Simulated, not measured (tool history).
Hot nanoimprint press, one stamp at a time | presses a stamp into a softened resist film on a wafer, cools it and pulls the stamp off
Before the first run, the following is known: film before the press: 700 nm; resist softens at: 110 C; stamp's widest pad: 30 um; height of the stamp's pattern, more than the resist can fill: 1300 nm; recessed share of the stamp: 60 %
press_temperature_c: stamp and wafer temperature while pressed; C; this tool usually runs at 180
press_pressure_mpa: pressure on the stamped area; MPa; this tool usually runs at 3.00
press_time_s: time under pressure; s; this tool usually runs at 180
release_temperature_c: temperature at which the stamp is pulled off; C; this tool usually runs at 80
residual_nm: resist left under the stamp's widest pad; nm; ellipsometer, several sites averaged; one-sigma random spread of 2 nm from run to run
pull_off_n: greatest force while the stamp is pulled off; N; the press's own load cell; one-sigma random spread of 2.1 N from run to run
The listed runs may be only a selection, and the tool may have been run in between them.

run 1 hour=0.0 | press_temperature_c=180 press_pressure_mpa=3.00 press_time_s=180 release_temperature_c=80 | residual_nm=335.3 pull_off_n=131
run 2 hour=27.4 | press_temperature_c=180 press_pressure_mpa=3.00 press_time_s=180 release_temperature_c=80 | residual_nm=335.2 pull_off_n=138
run 3 hour=43.9 | press_temperature_c=171 press_pressure_mpa=3.00 press_time_s=180 release_temperature_c=80 | residual_nm=475.3 pull_off_n=136
run 4 hour=59.6 | press_temperature_c=171 press_pressure_mpa=3.00 press_time_s=180 release_temperature_c=80 | residual_nm=470.8 pull_off_n=135
run 5 hour=73.9 | press_temperature_c=171 press_pressure_mpa=3.00 press_time_s=180 release_temperature_c=80 | residual_nm=471.4 pull_off_n=142
run 6 hour=88.7 | press_temperature_c=171 press_pressure_mpa=3.00 press_time_s=180 release_temperature_c=80 | residual_nm=469.7 pull_off_n=140
run 7 hour=110.5 | press_temperature_c=180 press_pressure_mpa=3.00 press_time_s=180 release_temperature_c=80 | residual_nm=341.7 pull_off_n=143
run 8 hour=141.0 | press_temperature_c=180 press_pressure_mpa=3.02 press_time_s=180 release_temperature_c=80 | residual_nm=341.8 pull_off_n=148
run 9 hour=160.5 | press_temperature_c=180 press_pressure_mpa=3.02 press_time_s=180 release_temperature_c=80 | residual_nm=339.8 pull_off_n=149
run 10 hour=176.7 | press_temperature_c=180 press_pressure_mpa=3.02 press_time_s=180 release_temperature_c=80 | residual_nm=343.3 pull_off_n=151
run 11 hour=199.9 | press_temperature_c=180 press_pressure_mpa=3.02 press_time_s=180 release_temperature_c=80 | residual_nm=345.1 pull_off_n=153
run 12 hour=224.7 | press_temperature_c=180 press_pressure_mpa=3.00 press_time_s=180 release_temperature_c=80 | residual_nm=346.1 pull_off_n=157
run 13 hour=246.2 | press_temperature_c=180 press_pressure_mpa=3.00 press_time_s=180 release_temperature_c=80 | residual_nm=348.1 pull_off_n=159
run 14 hour=275.5 | press_temperature_c=180 press_pressure_mpa=3.00 press_time_s=180 release_temperature_c=80 | residual_nm=349.0 pull_off_n=162
run 15 hour=303.6 | press_temperature_c=180 press_pressure_mpa=3.00 press_time_s=180 release_temperature_c=80 | residual_nm=351.1 pull_off_n=163
run 16 hour=331.8 | press_temperature_c=184 press_pressure_mpa=3.00 press_time_s=180 release_temperature_c=80 | residual_nm=301.1 pull_off_n=165
-- hour=345.6 stamp cleaned and given a new release coat
run 17 hour=354.7 | press_temperature_c=178 press_pressure_mpa=2.67 press_time_s=359 release_temperature_c=80 | residual_nm=306.9 pull_off_n=142
run 18 hour=367.6 | press_temperature_c=178 press_pressure_mpa=2.67 press_time_s=359 release_temperature_c=80 | residual_nm=310.3 pull_off_n=136
run 19 hour=384.3 | press_temperature_c=180 press_pressure_mpa=2.09 press_time_s=180 release_temperature_c=80 | residual_nm=406.1 pull_off_n=143
run 20 hour=411.1 | press_temperature_c=180 press_pressure_mpa=2.09 press_time_s=180 release_temperature_c=80 | residual_nm=403.2 pull_off_n=142
run 21 hour=434.3 | press_temperature_c=180 press_pressure_mpa=1.90 press_time_s=180 release_temperature_c=85 | residual_nm=414.4 pull_off_n=129
run 22 hour=447.1 | press_temperature_c=180 press_pressure_mpa=1.90 press_time_s=180 release_temperature_c=85 | residual_nm=414.8 pull_off_n=130
run 23 hour=460.2 | press_temperature_c=172 press_pressure_mpa=2.13 press_time_s=180 release_temperature_c=85 | residual_nm=521.9 pull_off_n=130
run 24 hour=480.5 | press_temperature_c=180 press_pressure_mpa=2.73 press_time_s=354 release_temperature_c=80 | residual_nm=285.9 pull_off_n=149
run 25 hour=507.0 | press_temperature_c=180 press_pressure_mpa=2.73 press_time_s=152 release_temperature_c=74 | residual_nm=392.9 pull_off_n=172
run 26 hour=522.8 | press_temperature_c=180 press_pressure_mpa=2.90 press_time_s=152 release_temperature_c=71 | residual_nm=390.1 pull_off_n=188
run 27 hour=543.8 | press_temperature_c=180 press_pressure_mpa=2.41 press_time_s=99 release_temperature_c=79 | residual_nm=475.1 pull_off_n=159

What does the tool deliver on the next run?
run 28 hour=562.6 | press_temperature_c=182 press_pressure_mpa=3.06 press_time_s=236 release_temperature_c=79 | residual_nm=? pull_off_n=?

{"run 28": {"residual_nm": 299.3, "pull_off_n": 164}}
With no hidden state in the tool, this same run would have given residual_nm 261.5 nm, pull_off_n 136 N.
